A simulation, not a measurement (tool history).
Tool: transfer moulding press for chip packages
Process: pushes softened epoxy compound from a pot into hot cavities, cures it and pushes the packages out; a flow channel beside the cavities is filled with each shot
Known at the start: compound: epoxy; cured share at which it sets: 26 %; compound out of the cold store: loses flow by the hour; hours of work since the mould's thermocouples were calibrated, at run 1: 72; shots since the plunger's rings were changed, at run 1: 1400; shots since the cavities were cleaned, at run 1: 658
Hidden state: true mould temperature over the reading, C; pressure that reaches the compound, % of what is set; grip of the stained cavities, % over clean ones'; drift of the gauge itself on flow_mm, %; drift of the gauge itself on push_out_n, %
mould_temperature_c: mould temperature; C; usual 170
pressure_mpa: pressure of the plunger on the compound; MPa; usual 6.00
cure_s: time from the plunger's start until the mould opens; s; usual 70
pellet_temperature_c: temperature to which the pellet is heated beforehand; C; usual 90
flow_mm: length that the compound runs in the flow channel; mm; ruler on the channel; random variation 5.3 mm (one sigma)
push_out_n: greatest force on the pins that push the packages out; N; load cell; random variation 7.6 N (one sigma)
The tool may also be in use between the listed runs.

run    hour  mould_temperature_c  pressure_mpa  cure_s  pellet_temperature_c  hours of work since the mould's thermocouples were calibrated  shots since the plunger's rings were changed  shots since the cavities were cleaned  incoming compound's hours out of the cold store  flow_mm  push_out_n
  1     0.0                  170          6.00      70                    90                                                             72                                          1400                                    658                                             35.9      673         319
        8.6  -- cavities cleaned with cleaning compound and waxed
  2    40.3                  170          6.00      70                    90                                                            101                                          2043                                    525                                             24.3      713         337
       57.5  -- cavities cleaned with cleaning compound and waxed
      106.6  -- cavities cleaned with cleaning compound and waxed
  3   118.5                  175          6.00      70                    90                                                            158                                          3292                                    198                                             19.5      722         275
      159.1  -- cavities cleaned with cleaning compound and waxed
  4   168.6                  170          6.00      70                    86                                                            194                                          4099                                    158                                             46.4      648         319
      176.6  -- plunger's sealing rings changed
      213.3  -- cavities cleaned with cleaning compound and waxed
  5   221.3                  170          6.00      70                    86                                                            231                                           716                                    133                                             38.6      664         321
      263.7  -- cavities cleaned with cleaning compound and waxed
  6   306.0                  170          6.00      70                    90                                                            294                                          2098                                    702                                             26.0      711         340
      312.3  -- cavities cleaned with cleaning compound and waxed
  7   348.7                  170          6.00      70                    90                                                            325                                          2781                                    604                                             23.1      715         340
      365.4  -- cavities cleaned with cleaning compound and waxed
  8   393.9                  170          6.00      70                    90                                                            358                                          3506                                    473                                             34.0      681         324
      411.7  -- cavities cleaned with cleaning compound and waxed
      427.6  -- mould's thermocouples calibrated
      440.7  -- plunger's sealing rings changed
      467.8  -- cavities cleaned with cleaning compound and waxed
  9   478.9                  170          6.00      70                    90                                                             36                                           609                                    185                                             45.3      651         324
      516.9  -- cavities cleaned with cleaning compound and waxed
 10   528.8                  170          6.00      70                    90                                                             72                                          1412                                    198                                             42.0      652         319
      568.7  -- cavities cleaned with cleaning compound and waxed
 11   583.3                  174          6.00      70                    90                                                            112                                          2291                                    241                                             17.5      723         275
      617.7  -- cavities cleaned with cleaning compound and waxed
      668.4  -- cavities cleaned with cleaning compound and waxed
 12   668.4                  174          6.00      70                    90                                                            174                                          3654                                      0                                             24.6      708         285
      705.4  -- plunger's sealing rings changed
      718.6  -- cavities cleaned with cleaning compound and waxed
 13   732.8                  174          6.00      70                    90                                                            219                                           430                                    237                                             46.4      631         277
      769.8  -- cavities cleaned with cleaning compound and waxed
 14   795.0                  174          6.00      70                    90                                                            265                                          1436                                    418                                             23.8      699         275
      819.9  -- cavities cleaned with cleaning compound and waxed
 15   831.0                  170          6.36      92                    90                                                            291                                          2009                                    184                                             19.2      749         250
      866.5  -- cavities cleaned with cleaning compound and waxed
      912.7  -- cavities cleaned with cleaning compound and waxed
 16   915.1                  170          6.36      92                    90                                                            352                                          3355                                     39                                             18.8      746         248
      956.9  -- mould's thermocouples calibrated
      966.0  -- cavities cleaned with cleaning compound and waxed
      974.2  -- plunger's sealing rings changed
 17   995.2                  165          6.00      95                    90                                                             26                                           349                                    443                                             41.9      672         251
     1015.8  -- cavities cleaned with cleaning compound and waxed
 18  1050.0                  165          6.00      95                    90                                                             66                                          1234                                    568                                             24.9      720         264
     1066.7  -- cavities cleaned with cleaning compound and waxed
     1114.1  -- cavities cleaned with cleaning compound and waxed
 19  1124.3                  165          6.00      95                    90                                                            120                                          2417                                    170                                             31.2      708         273
     1164.9  -- cavities cleaned with cleaning compound and waxed
 20  1191.0                  165          6.00      95                    90                                                            169                                          3499                                    433                                             18.6      740         261
     1214.2  -- cavities cleaned with cleaning compound and waxed
     1238.6  -- plunger's sealing rings changed
 21  1253.6                  175          6.00     105                    96                                                            213                                           248                                    612                                             11.2      740         232
     1264.8  -- cavities cleaned with cleaning compound and waxed
     1314.9  -- cavities cleaned with cleaning compound and waxed
 22  1337.2                  177          6.00      96                    90                                                            274                                          1585                                    369                                             21.9      701         239
     1364.5  -- cavities cleaned with cleaning compound and waxed
 23  1390.7                  177          6.00      96                    90                                                            313                                          2448                                    434                                             13.8      728         226
     1411.7  -- cavities cleaned with cleaning compound and waxed
     1459.4  -- cavities cleaned with cleaning compound and waxed
 24  1474.1                  177          6.00      96                    90                                                            373                                          3783                                    244                                             16.0      727         240

4 ways to go on from here, each from the tool as it stands after run 24. What would each give?
     1489.1  -- mould's thermocouples calibrated
     1502.9  -- plunger's sealing rings changed
     1514.5  -- cavities cleaned with cleaning compound and waxed
  A  1542.1                  170          5.37      70                    90                                                             37                                           627                                    459                                             16.9        ?           ?
     1489.1  -- mould's thermocouples calibrated
     1502.9  -- plunger's sealing rings changed
     1514.5  -- cavities cleaned with cleaning compound and waxed
  B  1542.1                  177          6.15      96                    93                                                             37                                           627                                    459                                             25.2        ?           ?
     1489.1  -- mould's thermocouples calibrated
     1502.9  -- plunger's sealing rings changed
     1514.5  -- cavities cleaned with cleaning compound and waxed
  C  1542.1                  162          6.00      51                    90                                                             37                                           627                                    459                                             26.6        ?           ?
     1489.1  -- mould's thermocouples calibrated
     1502.9  -- plunger's sealing rings changed
     1514.5  -- cavities cleaned with cleaning compound and waxed
  D  1542.1                  171          7.21     107                    90                                                             37                                           627                                    459                                             25.7        ?           ?

run  flow_mm  push_out_n
  A      699         312
  B      713         243
  C      723        1025
  D      773         248
Without the tool's hidden state the same runs would have given:
run  flow_mm  push_out_n
  A      699         310
  B      713         241
  C      723        1019
  D      773         246

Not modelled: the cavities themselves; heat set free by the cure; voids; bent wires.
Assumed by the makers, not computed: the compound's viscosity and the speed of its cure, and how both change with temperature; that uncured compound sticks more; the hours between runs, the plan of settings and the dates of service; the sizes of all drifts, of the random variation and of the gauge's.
